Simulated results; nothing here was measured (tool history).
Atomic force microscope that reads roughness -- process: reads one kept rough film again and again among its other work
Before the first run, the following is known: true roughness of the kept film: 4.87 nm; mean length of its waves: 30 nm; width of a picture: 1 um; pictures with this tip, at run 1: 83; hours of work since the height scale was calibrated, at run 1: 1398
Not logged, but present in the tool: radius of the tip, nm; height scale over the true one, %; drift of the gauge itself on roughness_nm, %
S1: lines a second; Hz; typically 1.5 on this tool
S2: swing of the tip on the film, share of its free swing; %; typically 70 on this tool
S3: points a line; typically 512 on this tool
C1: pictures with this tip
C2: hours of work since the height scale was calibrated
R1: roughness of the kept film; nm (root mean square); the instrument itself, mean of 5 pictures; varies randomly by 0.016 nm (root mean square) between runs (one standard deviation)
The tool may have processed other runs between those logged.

run   hour    S1  S2   S3   C1    C2     R1
  1      0   1.5  70  512   83  1398  3.518
  2   81.4   1.5  70  942  173  1435  3.291
  3  138.8   1.5  70  942  236  1461  3.167
     191.6  -- new tip fitted
  4  202.3   1.5  70  942   12  1490  3.651
  5  267.2   1.5  70  942   83  1520  3.455
  6  349.5   1.5  70  680  175  1557  3.237
  7  409.7   1.5  70  680  241  1584  3.116
     458.1  -- new tip fitted
  8  488.3   1.5  70  512   33  1620  3.533
     496.7  -- height scale calibrated on a step standard
  9  566.6   1.5  70  512  119    32  3.282
 10  609.1  2.66  79  815  166    51  2.901
 11  674.5  0.86  71  701  238    81  3.098
 12  719.3  2.06  70  640  288   101  2.894
     724.8  -- new tip fitted
 13  755.1  2.06  70  640   34   117    3.5
 14  816.2  2.91  70  815  101   145  3.211
 15  876.3  3.17  67  818  168   172  3.102
     910.9  -- height scale calibrated on a step standard, once more
 16  938.4  3.17  67  818  235    13  3.062

Alternative continuations, all from the tool just after run 16; predict every row:
  A  980.4     1  70  512  282  32   ?
  B  980.4  1.47  75  630  282  32   ?
  C  980.4   1.5  67  323  282  32   ?

run     R1
  A  3.152
  B  3.019
  C  3.104
The same runs, with their run-to-run variation unchanged, on a tool lacking any hidden condition would have given:
run     R1
  A  3.855
  B  3.694
  C  3.797
